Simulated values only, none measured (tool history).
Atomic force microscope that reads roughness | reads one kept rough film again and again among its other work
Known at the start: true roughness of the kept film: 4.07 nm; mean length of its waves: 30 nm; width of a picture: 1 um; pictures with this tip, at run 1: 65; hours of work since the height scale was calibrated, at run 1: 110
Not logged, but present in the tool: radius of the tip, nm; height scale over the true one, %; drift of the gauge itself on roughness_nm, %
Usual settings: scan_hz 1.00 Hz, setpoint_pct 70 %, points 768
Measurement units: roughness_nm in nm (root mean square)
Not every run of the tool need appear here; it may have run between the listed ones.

run,hour,scan_hz,setpoint_pct,points,pictures with this tip,hours of work since the height scale was calibrated,roughness_nm
1,0.0,1.00,70,768,65,110,3.050
# hour 7.4: new tip fitted
2,49.0,1.00,70,622,59,144,3.043
# hour 58.7: new tip fitted
3,101.3,1.00,70,768,60,180,3.056
# hour 108.5: new tip fitted
4,139.6,1.00,70,768,44,206,3.126
# hour 161.5: new tip fitted
5,202.0,1.00,70,768,57,249,3.031
# hour 209.3: new tip fitted
6,240.9,3.51,70,768,45,276,2.760
# hour 257.9: new tip fitted
7,284.7,3.51,70,768,38,306,2.771
# hour 309.1: new tip fitted
# hour 358.8: new tip fitted
8,358.8,3.51,70,356,0,357,3.024
# hour 412.7: new tip fitted
9,423.9,3.67,70,768,16,402,2.898
# hour 465.8: new tip fitted
10,476.8,3.67,70,768,15,439,2.931
# hour 520.1: new tip fitted
11,541.1,3.67,70,768,29,483,2.833
# hour 574.7: new tip fitted
12,588.8,3.67,70,768,20,516,2.884
# hour 625.9: new tip fitted
13,627.5,1.00,70,768,2,543,3.375
# hour 676.0: new tip fitted
14,702.2,1.00,70,768,37,594,3.174
# hour 729.8: new tip fitted
15,741.8,1.00,70,642,17,622,3.275
# hour 745.9: height scale calibrated on a step standard
# hour 780.0: new tip fitted
16,789.1,1.00,70,642,12,30,3.323
17,826.7,1.00,70,642,66,56,2.996
# hour 833.4: new tip fitted
# hour 885.3: new tip fitted
18,898.2,1.00,70,642,18,105,3.260
# hour 934.6: new tip fitted
19,948.4,1.00,70,642,19,140,3.262
# hour 986.0: new tip fitted
20,1022.4,1.00,70,642,51,191,3.077
# hour 1038.7: new tip fitted
21,1070.4,1.00,70,477,45,224,3.044
# hour 1088.4: new tip fitted
# hour 1093.9: height scale calibrated on a step standard, once more
22,1135.6,1.00,81,362,65,29,2.856
# hour 1141.4: new tip fitted
# hour 1192.1: new tip fitted
23,1195.8,1.00,70,339,6,70,3.349
24,1227.7,1.00,70,339,51,93,3.038
# hour 1241.3: new tip fitted
25,1274.3,0.93,56,335,47,125,3.166
# hour 1292.1: new tip fitted
26,1326.7,3.92,57,491,49,161,2.968
# hour 1342.3: new tip fitted
# hour 1390.5: new tip fitted
27,1390.5,0.75,58,768,0,205,3.516
# hour 1439.5: new tip fitted
28,1459.0,0.75,58,768,28,252,3.350
# hour 1491.8: new tip fitted
29,1517.4,0.75,58,768,37,292,3.278
# hour 1543.3: new tip fitted
30,1558.1,0.75,58,768,21,320,3.389
# hour 1593.4: new tip fitted
31,1617.9,0.75,58,768,35,362,3.272
# hour 1641.1: new tip fitted
# hour 1690.8: new tip fitted
32,1690.8,0.52,86,768,0,412,3.396
# hour 1740.8: new tip fitted
33,1749.9,0.52,86,768,13,453,3.259
34,1782.1,0.52,56,597,59,475,3.121
# hour 1788.7: new tip fitted
35,1835.3,0.52,56,597,66,512,3.088
# hour 1841.9: new tip fitted
36,1888.3,3.28,62,780,65,548,2.882
# hour 1892.4: new tip fitted
# hour 1945.0: new tip fitted
37,1957.3,3.28,62,780,17,596,3.133
# hour 1994.9: new tip fitted
38,2003.6,0.90,86,768,12,628,3.155
39,2041.9,3.11,82,768,66,654,2.418
# hour 2046.8: new tip fitted
40,2073.8,3.74,80,297,38,676,2.425
# hour 2100.2: new tip fitted
41,2109.4,3.74,80,297,13,701,2.579
# hour 2152.7: new tip fitted
42,2160.3,3.74,80,297,11,736,2.618

Consider 5 possible next runs. They are alternatives, not a sequence: every one starts from the tool as it was left by run 42. What does each give?
# hour 2203.1: new tip fitted
A,2203.1,1.91,80,297,0,765,?
# hour 2203.1: new tip fitted
B,2203.1,2.63,78,869,0,765,?
# hour 2203.1: new tip fitted
C,2203.1,0.56,75,346,0,765,?
# hour 2203.1: new tip fitted
D,2203.1,0.69,79,923,0,765,?
# hour 2203.1: new tip fitted
E,2203.1,1.00,70,724,0,765,?

run,roughness_nm
A,3.029
B,2.913
C,3.421
D,3.384
E,3.404
With no hidden state in the tool, these same runs would have given:
run,roughness_nm
A,3.061
B,2.943
C,3.456
D,3.419
E,3.440
